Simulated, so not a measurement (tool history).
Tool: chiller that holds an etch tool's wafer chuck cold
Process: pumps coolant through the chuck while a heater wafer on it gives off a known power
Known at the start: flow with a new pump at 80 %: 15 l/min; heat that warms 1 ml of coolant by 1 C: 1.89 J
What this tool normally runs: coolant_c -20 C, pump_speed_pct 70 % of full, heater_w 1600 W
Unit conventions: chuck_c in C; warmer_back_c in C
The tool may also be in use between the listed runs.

run 1 hour=0 | coolant_c=-20 pump_speed_pct=70 heater_w=1600 | chuck_c=-8.1 warmer_back_c=3.96
run 2 hour=38.1 | coolant_c=-20 pump_speed_pct=70 heater_w=1600 | chuck_c=-8.2 warmer_back_c=3.87
run 3 hour=89.7 | coolant_c=-20 pump_speed_pct=70 heater_w=1600 | chuck_c=-8.3 warmer_back_c=3.86
run 4 hour=140.3 | coolant_c=-20 pump_speed_pct=70 heater_w=1600 | chuck_c=-8.4 warmer_back_c=3.87
run 5 hour=193.7 | coolant_c=-20 pump_speed_pct=70 heater_w=1600 | chuck_c=-8.3 warmer_back_c=3.87
run 6 hour=218.8 | coolant_c=-20 pump_speed_pct=70 heater_w=1600 | chuck_c=-8.4 warmer_back_c=3.86
run 7 hour=249.9 | coolant_c=-20 pump_speed_pct=70 heater_w=1600 | chuck_c=-8.4 warmer_back_c=3.85
run 8 hour=286.3 | coolant_c=-20 pump_speed_pct=70 heater_w=1600 | chuck_c=-8.3 warmer_back_c=3.8
run 9 hour=325.2 | coolant_c=-20 pump_speed_pct=70 heater_w=1600 | chuck_c=-8.5 warmer_back_c=3.75
run 10 hour=366.1 | coolant_c=-20 pump_speed_pct=70 heater_w=1600 | chuck_c=-8.3 warmer_back_c=3.76
run 11 hour=401 | coolant_c=-20 pump_speed_pct=70 heater_w=1600 | chuck_c=-8.4 warmer_back_c=3.72
run 12 hour=424.5 | coolant_c=-20 pump_speed_pct=70 heater_w=1600 | chuck_c=-8.4 warmer_back_c=3.72
run 13 hour=474.9 | coolant_c=-20 pump_speed_pct=70 heater_w=1600 | chuck_c=-8.3 warmer_back_c=3.67
run 14 hour=528.6 | coolant_c=-20 pump_speed_pct=70 heater_w=1600 | chuck_c=-8.2 warmer_back_c=3.71
run 15 hour=582.2 | coolant_c=-20 pump_speed_pct=70 heater_w=1600 | chuck_c=-8.5 warmer_back_c=3.65
run 16 hour=616.9 | coolant_c=-20 pump_speed_pct=70 heater_w=1600 | chuck_c=-8.1 warmer_back_c=3.64
run 17 hour=662.1 | coolant_c=-29 pump_speed_pct=63 heater_w=1391 | chuck_c=-18 warmer_back_c=3.52
run 18 hour=696.1 | coolant_c=-18 pump_speed_pct=63 heater_w=873 | chuck_c=-10.9 warmer_back_c=2.07
run 19 hour=739.5 | coolant_c=-28 pump_speed_pct=63 heater_w=2237 | chuck_c=-10.2 warmer_back_c=5.83
run 20 hour=784.8 | coolant_c=-17 pump_speed_pct=70 heater_w=1152 | chuck_c=-8.6 warmer_back_c=2.46

Run 21 comes next. What will it give?
run 21 hour=827.6 | coolant_c=-20 pump_speed_pct=76 heater_w=1600 | chuck_c=? warmer_back_c=?

Run 21 measured chuck_c -9.3 C, warmer_back_c 3.15 C.
The same run, on a tool lacking any hidden state, would have yielded chuck_c -9.3 C, warmer_back_c 3.53 C.
